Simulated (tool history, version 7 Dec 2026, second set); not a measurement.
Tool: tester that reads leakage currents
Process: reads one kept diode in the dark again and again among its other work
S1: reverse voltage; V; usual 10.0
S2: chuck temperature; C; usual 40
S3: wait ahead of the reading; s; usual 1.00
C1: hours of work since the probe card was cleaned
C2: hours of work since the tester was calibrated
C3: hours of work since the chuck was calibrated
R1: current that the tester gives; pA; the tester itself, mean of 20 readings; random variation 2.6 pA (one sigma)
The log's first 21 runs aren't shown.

run 22 day=44.488 | S1=10.0 S2=35 S3=0.31 | C1=766 C2=129 C3=1783 | R1=645.27
-- day=45.212 tester calibrated, once more
run 23 day=46.079 | S1=10.0 S2=35 S3=0.71 | C1=783 C2=10 C3=1800 | R1=644.01
run 24 day=48.725 | S1=10.0 S2=35 S3=0.71 | C1=812 C2=39 C3=1829 | R1=643.78
run 25 day=51.196 | S1=10.0 S2=35 S3=0.71 | C1=840 C2=67 C3=1857 | R1=643.02
run 26 day=52.338 | S1=10.0 S2=35 S3=0.71 | C1=853 C2=80 C3=1870 | R1=645.81
run 27 day=54.279 | S1=4.7 S2=32 S3=3.06 | C1=874 C2=101 C3=1891 | R1=335.03
run 28 day=56.442 | S1=4.7 S2=32 S3=3.06 | C1=899 C2=125 C3=1916 | R1=333.62
run 29 day=58.979 | S1=1.5 S2=32 S3=3.11 | C1=927 C2=154 C3=1944 | R1=172.82
run 30 day=61.467 | S1=2.5 S2=54 S3=1.00 | C1=955 C2=181 C3=1972 | R1=1055.75
run 31 day=63.562 | S1=1.3 S2=28 S3=0.68 | C1=978 C2=205 C3=1995 | R1=117.76
run 32 day=65.396 | S1=1.3 S2=28 S3=0.68 | C1=999 C2=225 C3=2016 | R1=118.92
run 33 day=66.783 | S1=1.3 S2=28 S3=0.68 | C1=1014 C2=241 C3=2031 | R1=118.93

Forecast each of these 4 alternatives for the next run:
run A day=69.354 | S1=10.0 S2=40 S3=4.31 | C1=1043 C2=270 C3=2060 | R1=?
run B day=69.354 | S1=1.3 S2=28 S3=0.68 | C1=1043 C2=270 C3=2060 | R1=?
run C day=69.354 | S1=1.9 S2=49 S3=1.00 | C1=1043 C2=270 C3=2060 | R1=?
run D day=69.354 | S1=10.0 S2=32 S3=2.79 | C1=1043 C2=270 C3=2060 | R1=?

run=A R1=924.02
run=B R1=118.78
run=C R1=653.36
run=D R1=519.38
Without the tool's hidden state the same runs would have given:
run=A R1=874.07
run=B R1=111.91
run=C R1=622.54
run=D R1=487.70
